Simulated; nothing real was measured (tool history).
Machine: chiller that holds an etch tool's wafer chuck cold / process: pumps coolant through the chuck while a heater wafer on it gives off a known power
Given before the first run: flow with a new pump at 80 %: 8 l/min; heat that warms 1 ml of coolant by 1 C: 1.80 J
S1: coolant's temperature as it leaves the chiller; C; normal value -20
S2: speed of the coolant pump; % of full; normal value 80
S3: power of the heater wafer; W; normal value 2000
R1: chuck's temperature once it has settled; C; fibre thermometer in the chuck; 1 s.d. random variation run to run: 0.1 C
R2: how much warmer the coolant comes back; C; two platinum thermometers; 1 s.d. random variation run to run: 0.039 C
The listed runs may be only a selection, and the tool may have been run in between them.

run 1 hour=0.0 | S1=-20 S2=80 S3=2000 | R1=2.9 R2=8.87
run 2 hour=112.1 | S1=-20 S2=80 S3=2000 | R1=3.1 R2=8.94
run 3 hour=176.6 | S1=-20 S2=80 S3=2000 | R1=3.1 R2=8.98
run 4 hour=257.0 | S1=-18 S2=80 S3=2000 | R1=5.3 R2=8.89
run 5 hour=343.1 | S1=-20 S2=80 S3=2000 | R1=3.3 R2=9.02
run 6 hour=464.8 | S1=-20 S2=86 S3=2000 | R1=1.8 R2=8.29
run 7 hour=544.8 | S1=-20 S2=86 S3=2000 | R1=1.9 R2=8.32
run 8 hour=614.8 | S1=-20 S2=86 S3=2000 | R1=2.2 R2=8.35
run 9 hour=695.3 | S1=-20 S2=86 S3=2000 | R1=2.0 R2=8.31
run 10 hour=780.8 | S1=-20 S2=86 S3=2000 | R1=2.3 R2=8.40
run 11 hour=897.1 | S1=-20 S2=86 S3=2000 | R1=2.2 R2=8.49
run 12 hour=1026.8 | S1=-20 S2=86 S3=2000 | R1=2.5 R2=8.48
run 13 hour=1160.3 | S1=-20 S2=86 S3=2000 | R1=2.7 R2=8.43
run 14 hour=1238.2 | S1=-20 S2=86 S3=2000 | R1=2.8 R2=8.50
run 15 hour=1386.8 | S1=-12 S2=80 S3=2000 | R1=12.6 R2=9.29
run 16 hour=1530.2 | S1=-12 S2=80 S3=2000 | R1=12.8 R2=9.28
run 17 hour=1676.8 | S1=-12 S2=80 S3=2000 | R1=12.9 R2=9.36
run 18 hour=1749.7 | S1=-12 S2=80 S3=2000 | R1=13.0 R2=9.36
run 19 hour=1858.8 | S1=-12 S2=91 S3=1628 | R1=6.1 R2=6.59
run 20 hour=2000.6 | S1=-24 S2=78 S3=2793 | R1=12.3 R2=13.64
run 21 hour=2090.5 | S1=-24 S2=78 S3=2793 | R1=12.4 R2=13.54
run 22 hour=2161.3 | S1=-19 S2=62 S3=1435 | R1=5.0 R2=9.04
run 23 hour=2227.2 | S1=-26 S2=80 S3=2781 | R1=9.7 R2=13.21
run 24 hour=2310.8 | S1=-26 S2=77 S3=1454 | R1=-6.4 R2=7.17
run 25 hour=2391.5 | S1=-26 S2=77 S3=1454 | R1=-6.3 R2=7.24
-- hour=2426.6 coolant changed, channels flushed
run 26 hour=2464.1 | S1=-19 S2=85 S3=1783 | R1=1.4 R2=7.92
run 27 hour=2570.3 | S1=-19 S2=85 S3=1783 | R1=1.3 R2=8.02
run 28 hour=2676.6 | S1=-19 S2=85 S3=1783 | R1=1.4 R2=8.01
run 29 hour=2784.3 | S1=-25 S2=80 S3=2735 | R1=8.2 R2=13.28
run 30 hour=2930.3 | S1=-18 S2=80 S3=2325 | R1=10.5 R2=11.37
run 31 hour=3028.2 | S1=-20 S2=74 S3=1260 | R1=-3.0 R2=6.73
run 32 hour=3131.3 | S1=-29 S2=80 S3=1910 | R1=-5.2 R2=9.35
run 33 hour=3256.4 | S1=-20 S2=94 S3=2445 | R1=5.9 R2=10.09

Alternative continuations, all from the tool just after run 33; predict every row:
run A hour=3343.0 | S1=-14 S2=72 S3=1972 | R1=? R2=?
run B hour=3343.0 | S1=-18 S2=81 S3=1112 | R1=? R2=?
run C hour=3343.0 | S1=-17 S2=80 S3=1752 | R1=? R2=?

run=A R1=13.5 R2=10.95
run=B R1=-4.1 R2=5.43
run=C R1=5.1 R2=8.68
What these runs would have given with no unlogged condition in the tool:
run=A R1=8.8 R2=9.28
run=B R1=-6.7 R2=4.60
run=C R1=1.2 R2=7.35

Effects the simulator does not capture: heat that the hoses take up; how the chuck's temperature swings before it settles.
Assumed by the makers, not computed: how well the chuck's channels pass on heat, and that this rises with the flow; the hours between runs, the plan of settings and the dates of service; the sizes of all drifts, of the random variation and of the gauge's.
